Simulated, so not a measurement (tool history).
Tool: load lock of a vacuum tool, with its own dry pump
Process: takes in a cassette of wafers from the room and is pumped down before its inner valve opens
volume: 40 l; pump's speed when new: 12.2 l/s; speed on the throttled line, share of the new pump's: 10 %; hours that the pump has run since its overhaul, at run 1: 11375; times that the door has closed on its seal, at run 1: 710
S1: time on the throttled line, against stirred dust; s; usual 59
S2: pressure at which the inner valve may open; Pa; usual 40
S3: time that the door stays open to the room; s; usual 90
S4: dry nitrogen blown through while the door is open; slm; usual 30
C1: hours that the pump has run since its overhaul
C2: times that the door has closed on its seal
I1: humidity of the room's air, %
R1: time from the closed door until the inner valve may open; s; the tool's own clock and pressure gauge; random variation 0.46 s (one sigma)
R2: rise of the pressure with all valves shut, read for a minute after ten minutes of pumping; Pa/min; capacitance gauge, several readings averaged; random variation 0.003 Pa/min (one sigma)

{"run": 1, "day": 0.0, "S1": 59, "S2": 40, "S3": 90, "S4": 30, "C1": 11375, "C2": 710, "I1": 45.1, "R1": 85.3, "R2": 0.049}
{"run": 2, "day": 4.55, "S1": 59, "S2": 40, "S3": 90, "S4": 30, "C1": 11484, "C2": 929, "I1": 48.1, "R1": 85.4, "R2": 0.059}
{"run": 3, "day": 7.25, "S1": 59, "S2": 40, "S3": 90, "S4": 30, "C1": 11549, "C2": 1060, "I1": 44.9, "R1": 85.4, "R2": 0.048}
{"run": 4, "day": 11.838, "S1": 59, "S2": 40, "S3": 90, "S4": 30, "C1": 11659, "C2": 1281, "I1": 45.0, "R1": 84.7, "R2": 0.054}
{"run": 5, "day": 15.642, "S1": 59, "S2": 40, "S3": 90, "S4": 30, "C1": 11750, "C2": 1465, "I1": 42.7, "R1": 84.5, "R2": 0.049}
{"run": 6, "day": 18.029, "S1": 59, "S2": 40, "S3": 90, "S4": 30, "C1": 11807, "C2": 1580, "I1": 45.1, "R1": 85.9, "R2": 0.048}
{"run": 7, "day": 22.142, "S1": 59, "S2": 40, "S3": 90, "S4": 30, "C1": 11906, "C2": 1778, "I1": 43.9, "R1": 84.9, "R2": 0.052}
{"run": 8, "day": 26.467, "S1": 75, "S2": 40, "S3": 90, "S4": 30, "C1": 12010, "C2": 1987, "I1": 45.8, "R1": 98.2, "R2": 0.055}
{"run": 9, "day": 30.783, "S1": 75, "S2": 40, "S3": 90, "S4": 30, "C1": 12113, "C2": 2195, "I1": 46.5, "R1": 99.6, "R2": 0.058}
{"run": 10, "day": 33.658, "S1": 59, "S2": 40, "S3": 75, "S4": 30, "C1": 12182, "C2": 2334, "I1": 47.7, "R1": 85.6, "R2": 0.059}
{"run": 11, "day": 36.775, "S1": 59, "S2": 40, "S3": 90, "S4": 30, "C1": 12257, "C2": 2484, "I1": 46.6, "R1": 85.5, "R2": 0.055}
{"run": 12, "day": 40.925, "S1": 59, "S2": 40, "S3": 124, "S4": 30, "C1": 12357, "C2": 2684, "I1": 45.2, "R1": 85.2, "R2": 0.06}
{"run": 13, "day": 43.167, "S1": 59, "S2": 40, "S3": 124, "S4": 30, "C1": 12411, "C2": 2792, "I1": 48.5, "R1": 85.9, "R2": 0.067}
{"day": 46.812, "done": "dry pump taken out, an overhauled one fitted"}
{"run": 14, "day": 48.188, "S1": 59, "S2": 40, "S3": 30, "S4": 30, "C1": 33, "C2": 3022, "I1": 44.4, "R1": 78.7, "R2": 0.043}
{"run": 15, "day": 52.712, "S1": 59, "S2": 40, "S3": 30, "S4": 30, "C1": 142, "C2": 3241, "I1": 45.4, "R1": 78.6, "R2": 0.039}
{"run": 16, "day": 56.658, "S1": 59, "S2": 40, "S3": 90, "S4": 30, "C1": 236, "C2": 3431, "I1": 44.2, "R1": 78.5, "R2": 0.054}
{"run": 17, "day": 60.704, "S1": 59, "S2": 40, "S3": 39, "S4": 30, "C1": 333, "C2": 3626, "I1": 44.5, "R1": 79.0, "R2": 0.048}
{"run": 18, "day": 62.962, "S1": 59, "S2": 40, "S3": 39, "S4": 30, "C1": 388, "C2": 3735, "I1": 48.7, "R1": 79.2, "R2": 0.051}
{"run": 19, "day": 66.938, "S1": 59, "S2": 40, "S3": 39, "S4": 30, "C1": 483, "C2": 3927, "I1": 45.9, "R1": 78.7, "R2": 0.044}
{"run": 20, "day": 71.371, "S1": 59, "S2": 40, "S3": 90, "S4": 14, "C1": 589, "C2": 4141, "I1": 44.8, "R1": 79.2, "R2": 0.076}
{"run": 21, "day": 75.221, "S1": 59, "S2": 40, "S3": 90, "S4": 14, "C1": 682, "C2": 4326, "I1": 46.8, "R1": 78.9, "R2": 0.077}
{"run": 22, "day": 78.796, "S1": 59, "S2": 42, "S3": 90, "S4": 30, "C1": 768, "C2": 4499, "I1": 42.3, "R1": 79.5, "R2": 0.055}
{"run": 23, "day": 82.521, "S1": 59, "S2": 42, "S3": 90, "S4": 30, "C1": 857, "C2": 4679, "I1": 45.2, "R1": 78.9, "R2": 0.057}
{"run": 24, "day": 85.229, "S1": 59, "S2": 42, "S3": 90, "S4": 30, "C1": 922, "C2": 4809, "I1": 44.5, "R1": 78.7, "R2": 0.058}
{"run": 25, "day": 89.612, "S1": 59, "S2": 42, "S3": 90, "S4": 30, "C1": 1027, "C2": 5021, "I1": 41.7, "R1": 79.6, "R2": 0.054}
{"run": 26, "day": 92.183, "S1": 59, "S2": 42, "S3": 90, "S4": 30, "C1": 1089, "C2": 5145, "I1": 47.9, "R1": 79.2, "R2": 0.061}
{"run": 27, "day": 96.825, "S1": 43, "S2": 42, "S3": 74, "S4": 30, "C1": 1200, "C2": 5369, "I1": 46.9, "R1": 65.3, "R2": 0.06}
{"run": 28, "day": 101.258, "S1": 43, "S2": 42, "S3": 74, "S4": 30, "C1": 1307, "C2": 5583, "I1": 47.0, "R1": 64.8, "R2": 0.062}
{"run": 29, "day": 106.054, "S1": 43, "S2": 42, "S3": 74, "S4": 30, "C1": 1422, "C2": 5814, "I1": 48.0, "R1": 65.1, "R2": 0.066}
{"run": 30, "day": 110.608, "S1": 46, "S2": 40, "S3": 69, "S4": 8, "C1": 1531, "C2": 6034, "I1": 45.1, "R1": 68.0, "R2": 0.081}
{"run": 31, "day": 113.312, "S1": 59, "S2": 40, "S3": 183, "S4": 30, "C1": 1596, "C2": 6164, "I1": 46.5, "R1": 81.0, "R2": 0.085}
{"run": 32, "day": 117.425, "S1": 59, "S2": 40, "S3": 183, "S4": 30, "C1": 1695, "C2": 6362, "I1": 44.3, "R1": 79.0, "R2": 0.072}
{"run": 33, "day": 121.492, "S1": 59, "S2": 40, "S3": 183, "S4": 30, "C1": 1792, "C2": 6559, "I1": 42.5, "R1": 79.5, "R2": 0.072}
{"run": 34, "day": 124.725, "S1": 30, "S2": 70, "S3": 126, "S4": 19, "C1": 1870, "C2": 6714, "I1": 46.7, "R1": 52.0, "R2": 0.082}
{"run": 35, "day": 129.004, "S1": 59, "S2": 40, "S3": 90, "S4": 9, "C1": 1973, "C2": 6921, "I1": 41.0, "R1": 79.5, "R2": 0.084}
{"run": 36, "day": 133.296, "S1": 59, "S2": 40, "S3": 90, "S4": 9, "C1": 2076, "C2": 7128, "I1": 43.8, "R1": 80.6, "R2": 0.086}

Forecast each of these 3 alternatives for the next run:
{"run": "A", "day": 137.038, "S1": 57, "S2": 70, "S3": 132, "S4": 30, "C1": 2165, "C2": 7308, "I1": 46.0, "R1": "?", "R2": "?"}
{"run": "B", "day": 137.038, "S1": 76, "S2": 40, "S3": 174, "S4": 9, "C1": 2165, "C2": 7308, "I1": 45.3, "R1": "?", "R2": "?"}
{"run": "C", "day": 137.038, "S1": 59, "S2": 29, "S3": 90, "S4": 9, "C1": 2165, "C2": 7308, "I1": 47.9, "R1": "?", "R2": "?"}

run=A R1=74.9 R2=0.067
run=B R1=95.9 R2=0.101
run=C R1=81.1 R2=0.096
Without the tool's hidden state the same runs would have given:
run=A R1=74.1 R2=0.050
run=B R1=95.1 R2=0.084
run=C R1=80.1 R2=0.079

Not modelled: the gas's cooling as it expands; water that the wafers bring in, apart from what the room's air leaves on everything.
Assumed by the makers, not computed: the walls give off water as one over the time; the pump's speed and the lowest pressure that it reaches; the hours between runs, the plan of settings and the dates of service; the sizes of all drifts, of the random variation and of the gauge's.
